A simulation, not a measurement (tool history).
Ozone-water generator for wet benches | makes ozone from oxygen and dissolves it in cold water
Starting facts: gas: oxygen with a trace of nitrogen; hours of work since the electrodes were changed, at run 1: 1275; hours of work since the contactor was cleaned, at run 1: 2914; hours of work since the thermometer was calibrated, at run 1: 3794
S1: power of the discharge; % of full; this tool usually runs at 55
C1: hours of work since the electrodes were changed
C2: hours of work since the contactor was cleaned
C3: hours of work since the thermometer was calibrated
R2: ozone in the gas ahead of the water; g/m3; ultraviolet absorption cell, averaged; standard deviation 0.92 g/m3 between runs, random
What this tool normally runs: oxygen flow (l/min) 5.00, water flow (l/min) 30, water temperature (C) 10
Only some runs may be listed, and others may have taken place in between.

run 1 hour=0.0 | S1=55 oxygen_flow_(l/min)=5.00 water_flow_(l/min)=30 water_temperature_(C)=10 | C1=1275 C2=2914 C3=3794 | dissolved_ozone_(ppm)=12.7 R2=146.2
run 2 hour=69.7 | S1=55 oxygen_flow_(l/min)=5.00 water_flow_(l/min)=30 water_temperature_(C)=10 | C1=1342 C2=2981 C3=3861 | dissolved_ozone_(ppm)=12.5 R2=146.1
run 3 hour=121.1 | S1=55 oxygen_flow_(l/min)=5.00 water_flow_(l/min)=30 water_temperature_(C)=10 | C1=1392 C2=3030 C3=3910 | dissolved_ozone_(ppm)=12.4 R2=145.4
run 4 hour=191.7 | S1=55 oxygen_flow_(l/min)=5.00 water_flow_(l/min)=30 water_temperature_(C)=10 | C1=1460 C2=3098 C3=3978 | dissolved_ozone_(ppm)=12.4 R2=145.0
run 5 hour=228.3 | S1=55 oxygen_flow_(l/min)=2.95 water_flow_(l/min)=30 water_temperature_(C)=10 | C1=1495 C2=3133 C3=4013 | dissolved_ozone_(ppm)=10.1 R2=173.8
run 6 hour=300.8 | S1=55 oxygen_flow_(l/min)=2.95 water_flow_(l/min)=30 water_temperature_(C)=10 | C1=1564 C2=3203 C3=4083 | dissolved_ozone_(ppm)=10.0 R2=175.1
run 7 hour=368.5 | S1=55 oxygen_flow_(l/min)=7.09 water_flow_(l/min)=30 water_temperature_(C)=10 | C1=1629 C2=3268 C3=4148 | dissolved_ozone_(ppm)=13.8 R2=128.5
run 8 hour=406.7 | S1=55 oxygen_flow_(l/min)=7.09 water_flow_(l/min)=30 water_temperature_(C)=10 | C1=1666 C2=3305 C3=4185 | dissolved_ozone_(ppm)=13.7 R2=125.3
run 9 hour=455.5 | S1=55 oxygen_flow_(l/min)=7.09 water_flow_(l/min)=24 water_temperature_(C)=10 | C1=1713 C2=3352 C3=4232 | dissolved_ozone_(ppm)=16.8 R2=127.9
run 10 hour=529.8 | S1=55 oxygen_flow_(l/min)=7.09 water_flow_(l/min)=24 water_temperature_(C)=10 | C1=1784 C2=3423 C3=4303 | dissolved_ozone_(ppm)=16.6 R2=125.9
run 11 hour=574.5 | S1=55 oxygen_flow_(l/min)=7.09 water_flow_(l/min)=24 water_temperature_(C)=12 | C1=1827 C2=3466 C3=4346 | dissolved_ozone_(ppm)=16.4 R2=124.4
run 12 hour=639.7 | S1=48 oxygen_flow_(l/min)=5.00 water_flow_(l/min)=43 water_temperature_(C)=10 | C1=1890 C2=3529 C3=4409 | dissolved_ozone_(ppm)=7.5 R2=133.1
run 13 hour=702.0 | S1=48 oxygen_flow_(l/min)=5.01 water_flow_(l/min)=47 water_temperature_(C)=11 | C1=1950 C2=3588 C3=4469 | dissolved_ozone_(ppm)=6.7 R2=132.7
run 14 hour=776.8 | S1=55 oxygen_flow_(l/min)=3.61 water_flow_(l/min)=38 water_temperature_(C)=10 | C1=2022 C2=3660 C3=4540 | dissolved_ozone_(ppm)=8.1 R2=159.7

What will run 15 give?
run 15 hour=818.0 | S1=55 oxygen_flow_(l/min)=5.88 water_flow_(l/min)=22 water_temperature_(C)=7 | C1=2061 C2=3700 C3=4580 | dissolved_ozone_(ppm)=? R2=?

dissolved ozone (ppm): 17.6
R2: 134.5 g/m3
Minus the tool's unlogged condition, the same run would have read dissolved ozone (ppm) 20.0, R2 145.1 g/m3.

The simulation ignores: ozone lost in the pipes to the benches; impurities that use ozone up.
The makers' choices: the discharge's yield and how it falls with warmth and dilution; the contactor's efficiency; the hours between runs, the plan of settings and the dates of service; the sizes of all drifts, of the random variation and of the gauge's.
